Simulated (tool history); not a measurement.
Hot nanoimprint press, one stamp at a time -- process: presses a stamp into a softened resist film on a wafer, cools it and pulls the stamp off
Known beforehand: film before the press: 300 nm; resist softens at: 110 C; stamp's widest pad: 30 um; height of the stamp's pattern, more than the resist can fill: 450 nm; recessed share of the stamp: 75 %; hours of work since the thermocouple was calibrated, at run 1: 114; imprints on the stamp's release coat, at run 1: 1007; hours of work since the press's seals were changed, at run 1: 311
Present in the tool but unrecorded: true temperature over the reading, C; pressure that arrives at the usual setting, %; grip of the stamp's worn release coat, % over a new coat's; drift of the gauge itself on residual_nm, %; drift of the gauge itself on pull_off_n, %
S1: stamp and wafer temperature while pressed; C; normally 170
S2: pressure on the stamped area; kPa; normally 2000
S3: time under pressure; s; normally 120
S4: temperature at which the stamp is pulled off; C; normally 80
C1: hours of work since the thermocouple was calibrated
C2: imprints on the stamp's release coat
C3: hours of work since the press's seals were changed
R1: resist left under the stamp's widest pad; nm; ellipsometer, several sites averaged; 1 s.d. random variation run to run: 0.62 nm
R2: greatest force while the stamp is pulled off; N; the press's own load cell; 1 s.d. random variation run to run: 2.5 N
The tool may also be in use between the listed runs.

Run 1, hour 0: usual settings; C1 114; C2 1007; C3 311. Result: R1 129 nm, R2 164 N.
Run 2, hour 29.7: usual settings but S4 86 C; C1 133; C2 1088; C3 330. Result: R1 129.6 nm, R2 145 N.
Run 3, hour 65.3: usual settings but S4 86 C; C1 155; C2 1184; C3 352. Result: R1 128.2 nm, R2 149 N.
Run 4, hour 85.5: usual settings but S1 181 C; C1 167; C2 1238; C3 364. Result: R1 63.9 nm, R2 188 N.
Run 5, hour 109.1: usual settings but S1 181 C; C1 182; C2 1302; C3 379. Result: R1 64.3 nm, R2 182 N.
Run 6, hour 128.8: usual settings but S1 181 C; C1 194; C2 1356; C3 391. Result: R1 64.9 nm, R2 184 N.
Run 7, hour 164.3: usual settings; C1 216; C2 1451; C3 413. Result: R1 131 nm, R2 194 N.
Run 8, hour 191.4: usual settings but S3 72 s; C1 233; C2 1525; C3 430. Result: R1 159.2 nm, R2 206 N.
Run 9, hour 223.6: usual settings; C1 253; C2 1612; C3 450. Result: R1 130.6 nm, R2 204 N.
Run 10, hour 242.9: usual settings; C1 265; C2 1664; C3 462. Result: R1 131 nm, R2 211 N.
At hour 256.9: stamp cleaned and given a new release coat.
Run 11, hour 276.2: usual settings; C1 282; C2 52; C3 479. Result: R1 132.1 nm, R2 118 N.
Run 12, hour 313.6: usual settings; C1 305; C2 153; C3 502. Result: R1 133.9 nm, R2 121 N.
Run 13, hour 352.2: usual settings but S4 73 C; C1 329; C2 258; C3 527. Result: R1 132.9 nm, R2 151 N.
Run 14, hour 371: usual settings but S4 73 C; C1 341; C2 308; C3 538. Result: R1 132.3 nm, R2 158 N.
Run 15, hour 394.6: usual settings but S2 2980 kPa; C1 356; C2 372; C3 553. Result: R1 113.9 nm, R2 132 N.
Run 16, hour 418.4: usual settings but S2 2980 kPa; C1 371; C2 437; C3 568. Result: R1 113 nm, R2 143 N.
Run 17, hour 441.9: usual settings but S2 2980 kPa; C1 385; C2 500; C3 582. Result: R1 113.7 nm, R2 138 N.
Run 18, hour 464.2: usual settings but S2 1520 kPa, S3 69 s; C1 399; C2 560; C3 596. Result: R1 180.5 nm, R2 151 N.
Run 19, hour 486.9: usual settings but S2 1490 kPa, S3 108 s; C1 413; C2 622; C3 610. Result: R1 156.1 nm, R2 152 N.
Run 20, hour 515: usual settings but S2 1490 kPa, S3 108 s; C1 431; C2 698; C3 628. Result: R1 156.7 nm, R2 153 N.
At hour 542.4: plate thermocouple calibrated.
Run 21, hour 544.4: usual settings but S1 172 C, S2 1490 kPa, S3 63 s, S4 87 C; C1 1; C2 769; C3 644. Result: R1 161.6 nm, R2 122 N.
Run 22, hour 563.9: usual settings but S2 2360 kPa; C1 13; C2 822; C3 656. Result: R1 118.6 nm, R2 152 N.
Run 23, hour 599.1: usual settings but S2 2360 kPa; C1 35; C2 917; C3 678. Result: R1 119 nm, R2 161 N.
Run 24, hour 632.5: usual settings but S2 1570 kPa, S3 230 s; C1 56; C2 1007; C3 699. Result: R1 107.5 nm, R2 169 N.
Run 25, hour 650.2: usual settings but S1 168 C, S2 1570 kPa, S3 230 s, S4 78 C; C1 67; C2 1055; C3 710. Result: R1 122 nm, R2 183 N.
Run 26, hour 673: usual settings but S1 168 C, S2 1570 kPa, S3 230 s, S4 78 C; C1 81; C2 1117; C3 724. Result: R1 124.4 nm, R2 183 N.
At hour 683.1: press's hydraulic seals changed and the load cell set to zero.
Run 27, hour 709.8: usual settings but S1 164 C; C1 99; C2 1195; C3 17. Result: R1 180.2 nm, R2 178 N.
Run 28, hour 735.9: usual settings but S3 78 s; C1 115; C2 1265; C3 33. Result: R1 149.2 nm, R2 183 N.
Run 29, hour 774.1: usual settings but S3 78 s; C1 139; C2 1369; C3 57. Result: R1 149.2 nm, R2 191 N.
Run 30, hour 795.7: usual settings but S3 78 s; C1 153; C2 1427; C3 70. Result: R1 151.1 nm, R2 202 N.

A few steps of R1 between consecutive runs. Split each: what settings, incoming material and random variation would produce without the hidden state, and what is left over for the hidden state, along with gauge scatter present in only one of the two compared results (measured, and without hidden state):
Run 3 -> 4: S1 170 -> 181, S4 86 -> 80. R1 -64.3 nm: hidden state -1.5, all else -62.8.
Run 6 -> 7: S1 181 -> 170. R1 +66.1 nm: hidden state +2.6, all else +63.5.
Run 17 -> 18: S2 2980 -> 1520, S3 120 -> 69. R1 +66.8 nm: hidden state +0.6, all else +66.2.
Run 20 -> 21: S1 170 -> 172, S3 108 -> 63, S4 80 -> 87, plate thermocouple calibrated. R1 +4.9 nm: hidden state -8.9, all else +13.8.
